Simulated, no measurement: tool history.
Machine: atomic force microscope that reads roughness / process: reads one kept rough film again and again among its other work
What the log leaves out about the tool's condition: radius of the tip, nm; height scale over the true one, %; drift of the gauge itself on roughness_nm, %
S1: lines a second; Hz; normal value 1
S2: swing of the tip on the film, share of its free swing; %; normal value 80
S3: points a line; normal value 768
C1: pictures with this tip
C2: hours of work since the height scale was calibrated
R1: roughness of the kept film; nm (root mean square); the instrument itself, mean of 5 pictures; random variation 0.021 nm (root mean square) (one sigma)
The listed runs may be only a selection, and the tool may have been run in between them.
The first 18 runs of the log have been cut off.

run,hour,S1,S2,S3,C1,C2,R1
19,271.6,1,80,768,157,299,5.099
# hour 279.2: new tip fitted
20,290.4,1.21,79,768,18,311,5.087
21,303.6,1.21,79,768,38,319,5.052
22,319.4,0.8,79,770,62,329,5.178
23,329.1,1.35,80,631,77,335,5.079
24,338,0.66,80,768,91,341,5.208
25,346.5,1.14,57,276,104,346,5.258
26,358.1,1.14,57,276,122,353,5.235
27,371.5,3.97,70,276,142,362,4.829
28,382,0.59,81,484,158,368,5.149
# hour 388: new tip fitted
29,398.4,0.59,81,484,16,378,5.221
30,412.7,0.59,81,484,38,387,5.198
31,431.1,2.33,78,408,66,399,4.894
32,440.1,2.33,59,408,80,405,5.159
33,456.5,2.33,59,408,105,415,5.199
34,466.8,1.38,83,259,121,421,4.977
35,484,1,66,748,148,432,5.263
36,493.8,0.53,60,442,163,438,5.326
# hour 497: new tip fitted
37,504.6,0.65,80,959,11,445,5.212
38,516.4,0.67,61,625,30,452,5.275

Predict each of these 5 candidate next runs independently; none follows another, all start after run 38:
A,530.5,0.67,86,625,51,461,?
B,530.5,0.67,87,301,51,461,?
C,530.5,0.67,80,768,51,461,?
D,530.5,1,80,452,51,461,?
E,530.5,3.52,59,812,51,461,?

run,R1
A,5.129
B,5.11
C,5.161
D,5.128
E,5.132
Take away the tool's hidden state, keep each run's random variation, and the runs would have read:
run,R1
A,5.132
B,5.112
C,5.163
D,5.13
E,5.135
